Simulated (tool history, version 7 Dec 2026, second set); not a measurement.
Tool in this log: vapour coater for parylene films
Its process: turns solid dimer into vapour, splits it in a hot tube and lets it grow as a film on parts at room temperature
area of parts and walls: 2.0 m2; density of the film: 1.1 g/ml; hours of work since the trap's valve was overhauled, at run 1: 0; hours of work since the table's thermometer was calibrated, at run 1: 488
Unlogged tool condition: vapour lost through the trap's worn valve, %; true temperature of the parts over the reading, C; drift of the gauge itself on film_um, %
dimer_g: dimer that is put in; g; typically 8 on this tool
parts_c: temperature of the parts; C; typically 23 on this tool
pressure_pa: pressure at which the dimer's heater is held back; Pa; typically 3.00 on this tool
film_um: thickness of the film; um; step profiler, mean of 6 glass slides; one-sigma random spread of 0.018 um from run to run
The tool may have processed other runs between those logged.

| run | day | dimer_g | parts_c | pressure_pa | hours of work since the trap's valve was overhauled | hours of work since the table's thermometer was calibrated | film_um |
|---|---|---|---|---|---|---|---|
| 1 | 0.000 | 8 | 23 | 3.00 | 0 | 488 | 2.39 |
| 2 | 0.400 | 7 | 23 | 3.00 | 8 | 496 | 2.12 |
| 3 | 1.138 | 7 | 23 | 3.00 | 22 | 510 | 2.10 |
| 4 | 1.679 | 7 | 23 | 3.00 | 32 | 520 | 2.06 |
| 5 | 2.017 | 7 | 23 | 3.00 | 38 | 527 | 2.07 |
| 6 | 2.717 | 8 | 23 | 3.00 | 52 | 540 | 2.36 |
| 7 | 3.375 | 8 | 23 | 3.60 | 64 | 553 | 2.32 |
| 8 | 4.017 | 8 | 23 | 3.60 | 76 | 565 | 2.28 |
| 9 | 4.725 | 8 | 23 | 3.60 | 90 | 578 | 2.31 |
| 10 | 5.092 | 9 | 23 | 3.00 | 97 | 585 | 2.59 |
| 11 | 5.692 | 9 | 23 | 3.00 | 108 | 597 | 2.57 |
| 12 | 6.271 | 9 | 23 | 3.00 | 119 | 608 | 2.59 |
| 13 | 6.642 | 9 | 23 | 3.00 | 126 | 615 | 2.55 |
| 14 | 7.008 | 9 | 23 | 3.00 | 133 | 622 | 2.56 |
| 15 | 7.421 | 9 | 23 | 3.00 | 141 | 630 | 2.53 |
| 16 | 7.800 | 8 | 23 | 3.00 | 148 | 637 | 2.24 |
| 17 | 8.250 | 8 | 23 | 3.00 | 157 | 645 | 2.24 |
| 18 | 8.562 | 8 | 23 | 3.00 | 163 | 651 | 2.20 |
| 19 | 9.275 | 8 | 23 | 3.00 | 176 | 665 | 2.24 |
| 20 | 9.808 | 12 | 23 | 3.00 | 187 | 675 | 3.30 |
| 21 | 10.271 | 8 | 23 | 3.00 | 195 | 684 | 2.20 |
| 22 | 11.038 | 8 | 26 | 3.00 | 210 | 698 | 2.09 |
| 23 | 11.612 | 8 | 26 | 3.00 | 221 | 709 | 2.08 |
|  | 12.146 | trap's valve overhauled |
| 24 | 12.146 | 8 | 23 | 3.00 | 0 | 716 | 2.42 |
|  | 12.229 | table's thermometer calibrated |
| 25 | 12.800 | 8 | 16 | 2.19 | 12 | 11 | 2.73 |
| 26 | 13.483 | 8 | 28 | 2.19 | 25 | 24 | 2.24 |
| 27 | 14.017 | 4 | 23 | 6.76 | 35 | 34 | 1.10 |
| 28 | 14.371 | 4 | 23 | 6.76 | 42 | 41 | 1.08 |
|  | 14.946 | table's thermometer calibrated, once more |
| 29 | 15.071 | 4 | 23 | 6.76 | 54 | 2 | 1.10 |

Run 30 has not been measured yet. What should we expect?
| 30 | 15.679 | 4 | 23 | 6.76 | 66 | 14 | ? |

Run 30 came out at film_um 1.11 um.
With no hidden state in the tool, this same run would have given film_um 1.15 um.
